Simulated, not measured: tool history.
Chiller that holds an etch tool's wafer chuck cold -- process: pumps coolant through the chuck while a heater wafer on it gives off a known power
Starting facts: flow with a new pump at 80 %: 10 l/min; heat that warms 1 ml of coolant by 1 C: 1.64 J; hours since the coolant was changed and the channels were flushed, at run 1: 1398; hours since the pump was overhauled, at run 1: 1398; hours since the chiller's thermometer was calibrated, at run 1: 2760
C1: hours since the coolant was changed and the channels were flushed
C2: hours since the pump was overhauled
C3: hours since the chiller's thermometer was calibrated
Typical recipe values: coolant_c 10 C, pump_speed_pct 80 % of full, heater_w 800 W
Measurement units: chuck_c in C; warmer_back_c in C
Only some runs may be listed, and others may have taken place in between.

run 1 hour=0 | coolant_c=10 pump_speed_pct=80 heater_w=800 | C1=1398 C2=1398 C3=2760 | chuck_c=16.4 warmer_back_c=3.01
run 2 hour=40.7 | coolant_c=10 pump_speed_pct=80 heater_w=765 | C1=1439 C2=1439 C3=2801 | chuck_c=16.1 warmer_back_c=2.83
-- hour=82.9 chiller's thermometer calibrated
run 3 hour=86.9 | coolant_c=10 pump_speed_pct=80 heater_w=800 | C1=1484 C2=1484 C3=4 | chuck_c=16.7 warmer_back_c=3.04
run 4 hour=125.6 | coolant_c=10 pump_speed_pct=80 heater_w=800 | C1=1523 C2=1523 C3=43 | chuck_c=16.6 warmer_back_c=3.02
run 5 hour=177.9 | coolant_c=10 pump_speed_pct=80 heater_w=800 | C1=1575 C2=1575 C3=95 | chuck_c=16.5 warmer_back_c=2.95
run 6 hour=222.7 | coolant_c=10 pump_speed_pct=80 heater_w=800 | C1=1620 C2=1620 C3=140 | chuck_c=16.6 warmer_back_c=3.02
-- hour=226.6 chiller's thermometer calibrated, once more
run 7 hour=276.3 | coolant_c=10 pump_speed_pct=80 heater_w=800 | C1=1673 C2=1673 C3=50 | chuck_c=16.3 warmer_back_c=3.04
run 8 hour=302.3 | coolant_c=10 pump_speed_pct=80 heater_w=800 | C1=1699 C2=1699 C3=76 | chuck_c=16.2 warmer_back_c=2.96
run 9 hour=337 | coolant_c=10 pump_speed_pct=80 heater_w=800 | C1=1733 C2=1733 C3=110 | chuck_c=16.2 warmer_back_c=2.94
run 10 hour=383.4 | coolant_c=10 pump_speed_pct=80 heater_w=800 | C1=1780 C2=1780 C3=157 | chuck_c=16.3 warmer_back_c=3.02
run 11 hour=427.7 | coolant_c=10 pump_speed_pct=80 heater_w=800 | C1=1824 C2=1824 C3=201 | chuck_c=16.2 warmer_back_c=3.01
run 12 hour=483.4 | coolant_c=10 pump_speed_pct=80 heater_w=800 | C1=1880 C2=1880 C3=257 | chuck_c=16.4 warmer_back_c=2.99
run 13 hour=515.7 | coolant_c=10 pump_speed_pct=80 heater_w=800 | C1=1912 C2=1912 C3=289 | chuck_c=16.4 warmer_back_c=3.01
run 14 hour=541.6 | coolant_c=10 pump_speed_pct=80 heater_w=800 | C1=1938 C2=1938 C3=315 | chuck_c=16.4 warmer_back_c=3.04
run 15 hour=571.2 | coolant_c=10 pump_speed_pct=80 heater_w=800 | C1=1968 C2=1968 C3=345 | chuck_c=16.4 warmer_back_c=3.02
run 16 hour=606.7 | coolant_c=10 pump_speed_pct=80 heater_w=800 | C1=2003 C2=2003 C3=380 | chuck_c=16.5 warmer_back_c=3.09
run 17 hour=638.4 | coolant_c=6 pump_speed_pct=82 heater_w=660 | C1=2035 C2=2035 C3=412 | chuck_c=11.1 warmer_back_c=2.43
run 18 hour=693 | coolant_c=6 pump_speed_pct=82 heater_w=660 | C1=2089 C2=2089 C3=466 | chuck_c=11.6 warmer_back_c=2.44
run 19 hour=744.7 | coolant_c=6 pump_speed_pct=82 heater_w=660 | C1=2141 C2=2141 C3=518 | chuck_c=11.3 warmer_back_c=2.45
run 20 hour=776.1 | coolant_c=10 pump_speed_pct=65 heater_w=468 | C1=2173 C2=2173 C3=550 | chuck_c=14.4 warmer_back_c=2.2
run 21 hour=809.9 | coolant_c=10 pump_speed_pct=64 heater_w=792 | C1=2206 C2=2206 C3=583 | chuck_c=17.5 warmer_back_c=3.74
run 22 hour=845.7 | coolant_c=10 pump_speed_pct=73 heater_w=1036 | C1=2242 C2=2242 C3=619 | chuck_c=18.8 warmer_back_c=4.31
run 23 hour=897.3 | coolant_c=10 pump_speed_pct=73 heater_w=1036 | C1=2294 C2=2294 C3=671 | chuck_c=18.9 warmer_back_c=4.26
run 24 hour=940 | coolant_c=16 pump_speed_pct=73 heater_w=1021 | C1=2336 C2=2336 C3=713 | chuck_c=25 warmer_back_c=4.2
run 25 hour=982.3 | coolant_c=16 pump_speed_pct=73 heater_w=1021 | C1=2379 C2=2379 C3=756 | chuck_c=24.8 warmer_back_c=4.26
run 26 hour=1036.3 | coolant_c=16 pump_speed_pct=73 heater_w=1021 | C1=2433 C2=2433 C3=810 | chuck_c=24.9 warmer_back_c=4.22
run 27 hour=1090.1 | coolant_c=16 pump_speed_pct=73 heater_w=1021 | C1=2486 C2=2486 C3=864 | chuck_c=24.9 warmer_back_c=4.28
run 28 hour=1133.5 | coolant_c=1 pump_speed_pct=69 heater_w=457 | C1=2530 C2=2530 C3=907 | chuck_c=5.2 warmer_back_c=1.99
run 29 hour=1179.1 | coolant_c=1 pump_speed_pct=69 heater_w=683 | C1=2575 C2=2575 C3=952 | chuck_c=7.3 warmer_back_c=2.96
run 30 hour=1206.6 | coolant_c=19 pump_speed_pct=80 heater_w=800 | C1=2603 C2=2603 C3=980 | chuck_c=25.6 warmer_back_c=3.03
run 31 hour=1231.1 | coolant_c=5 pump_speed_pct=97 heater_w=800 | C1=2627 C2=2627 C3=1005 | chuck_c=11 warmer_back_c=2.58
run 32 hour=1261.5 | coolant_c=19 pump_speed_pct=62 heater_w=800 | C1=2658 C2=2658 C3=1035 | chuck_c=26.8 warmer_back_c=3.91

The same runs without the tool's hidden state, with the same run-to-run variation:
Hidden conditions of the tool in this case: heat passed by the chuck's channels, % of clean ones'; flow at a given pump speed, % of a new pump's; coolant's true temperature over the reading, C; drift of the gauge itself on chuck_c, C; drift of the gauge itself on warmer_back_c, C.
run=1 chuck_c=15.7 warmer_back_c=2.93
run=2 chuck_c=15.5 warmer_back_c=2.75
run=3 chuck_c=16 warmer_back_c=2.96
run=4 chuck_c=15.9 warmer_back_c=2.93
run=5 chuck_c=15.8 warmer_back_c=2.87
run=6 chuck_c=15.8 warmer_back_c=2.94
run=7 chuck_c=15.9 warmer_back_c=2.95
run=8 chuck_c=15.7 warmer_back_c=2.87
run=9 chuck_c=15.7 warmer_back_c=2.85
run=10 chuck_c=15.8 warmer_back_c=2.93
run=11 chuck_c=15.7 warmer_back_c=2.91
run=12 chuck_c=15.8 warmer_back_c=2.89
run=13 chuck_c=15.9 warmer_back_c=2.91
run=14 chuck_c=15.8 warmer_back_c=2.94
run=15 chuck_c=15.9 warmer_back_c=2.92
run=16 chuck_c=15.9 warmer_back_c=2.99
run=17 chuck_c=10.6 warmer_back_c=2.35
run=18 chuck_c=11 warmer_back_c=2.35
run=19 chuck_c=10.7 warmer_back_c=2.37
run=20 chuck_c=14 warmer_back_c=2.12
run=21 chuck_c=16.7 warmer_back_c=3.6
run=22 chuck_c=17.9 warmer_back_c=4.16
run=23 chuck_c=18 warmer_back_c=4.1
run=24 chuck_c=24 warmer_back_c=4.04
run=25 chuck_c=23.9 warmer_back_c=4.1
run=26 chuck_c=23.9 warmer_back_c=4.06
run=27 chuck_c=23.9 warmer_back_c=4.11
run=28 chuck_c=4.7 warmer_back_c=1.91
run=29 chuck_c=6.5 warmer_back_c=2.84
run=30 chuck_c=24.8 warmer_back_c=2.9
run=31 chuck_c=10.2 warmer_back_c=2.47
run=32 chuck_c=25.8 warmer_back_c=3.75
